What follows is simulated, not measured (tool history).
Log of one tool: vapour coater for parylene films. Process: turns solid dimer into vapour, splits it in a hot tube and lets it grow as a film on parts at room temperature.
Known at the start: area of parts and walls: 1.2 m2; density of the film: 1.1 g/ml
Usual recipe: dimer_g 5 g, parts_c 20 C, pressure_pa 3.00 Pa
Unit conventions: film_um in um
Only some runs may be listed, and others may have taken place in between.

run 1 hour=0.0 | dimer_g=5 parts_c=20 pressure_pa=3.00 | film_um=2.77
run 2 hour=57.0 | dimer_g=5 parts_c=20 pressure_pa=3.00 | film_um=2.69
run 3 hour=121.1 | dimer_g=5 parts_c=20 pressure_pa=3.00 | film_um=2.64
run 4 hour=162.7 | dimer_g=5 parts_c=20 pressure_pa=3.00 | film_um=2.59
-- hour=203.2 trap's valve overhauled
run 5 hour=222.6 | dimer_g=5 parts_c=20 pressure_pa=3.00 | film_um=2.79
run 6 hour=306.2 | dimer_g=5 parts_c=20 pressure_pa=3.00 | film_um=2.70
run 7 hour=371.8 | dimer_g=5 parts_c=20 pressure_pa=3.00 | film_um=2.61
-- hour=380.0 table's thermometer calibrated
run 8 hour=413.1 | dimer_g=5 parts_c=20 pressure_pa=3.00 | film_um=2.61
run 9 hour=460.1 | dimer_g=5 parts_c=20 pressure_pa=3.00 | film_um=2.54
-- hour=480.7 trap's valve overhauled
run 10 hour=530.8 | dimer_g=5 parts_c=20 pressure_pa=3.00 | film_um=2.87
run 11 hour=578.4 | dimer_g=5 parts_c=20 pressure_pa=7.79 | film_um=2.33
run 12 hour=653.9 | dimer_g=3 parts_c=20 pressure_pa=3.00 | film_um=1.62
run 13 hour=698.1 | dimer_g=3 parts_c=20 pressure_pa=3.00 | film_um=1.58
-- hour=758.4 trap's valve overhauled
run 14 hour=768.7 | dimer_g=3 parts_c=20 pressure_pa=3.00 | film_um=1.70
run 15 hour=803.0 | dimer_g=7 parts_c=28 pressure_pa=7.96 | film_um=2.65
run 16 hour=873.9 | dimer_g=7 parts_c=28 pressure_pa=7.96 | film_um=2.51
run 17 hour=946.7 | dimer_g=5 parts_c=24 pressure_pa=2.34 | film_um=2.52
run 18 hour=1018.8 | dimer_g=5 parts_c=20 pressure_pa=8.25 | film_um=2.09
-- hour=1036.7 trap's valve overhauled
run 19 hour=1079.4 | dimer_g=3 parts_c=15 pressure_pa=11.92 | film_um=1.52
run 20 hour=1120.9 | dimer_g=6 parts_c=13 pressure_pa=11.92 | film_um=3.18
run 21 hour=1173.0 | dimer_g=6 parts_c=13 pressure_pa=11.92 | film_um=3.12
run 22 hour=1236.6 | dimer_g=6 parts_c=18 pressure_pa=3.00 | film_um=3.29
-- hour=1313.0 trap's valve overhauled
run 23 hour=1317.8 | dimer_g=6 parts_c=32 pressure_pa=2.53 | film_um=2.45
run 24 hour=1386.2 | dimer_g=3 parts_c=20 pressure_pa=2.48 | film_um=1.70
run 25 hour=1446.4 | dimer_g=3 parts_c=13 pressure_pa=5.94 | film_um=1.74
run 26 hour=1520.4 | dimer_g=3 parts_c=13 pressure_pa=5.94 | film_um=1.72
run 27 hour=1573.6 | dimer_g=5 parts_c=20 pressure_pa=10.05 | film_um=2.04
-- hour=1589.6 trap's valve overhauled
run 28 hour=1637.0 | dimer_g=5 parts_c=20 pressure_pa=3.00 | film_um=2.79

5 options for the next run, each taken on its own from the tool as it stands now. Forecast them:
run A hour=1707.7 | dimer_g=7 parts_c=14 pressure_pa=2.71 | film_um=?
run B hour=1707.7 | dimer_g=3 parts_c=23 pressure_pa=2.06 | film_um=?
run C hour=1707.7 | dimer_g=3 parts_c=21 pressure_pa=5.47 | film_um=?
run D hour=1707.7 | dimer_g=2 parts_c=15 pressure_pa=3.00 | film_um=?
run E hour=1707.7 | dimer_g=4 parts_c=20 pressure_pa=2.46 | film_um=?

run=A film_um=4.61
run=B film_um=1.59
run=C film_um=1.43
run=D film_um=1.23
run=E film_um=2.27
Take away the tool's hidden state, keep each run's random variation, and the runs would have read:
run=A film_um=5.00
run=B film_um=1.72
run=C film_um=1.55
run=D film_um=1.34
run=E film_um=2.46

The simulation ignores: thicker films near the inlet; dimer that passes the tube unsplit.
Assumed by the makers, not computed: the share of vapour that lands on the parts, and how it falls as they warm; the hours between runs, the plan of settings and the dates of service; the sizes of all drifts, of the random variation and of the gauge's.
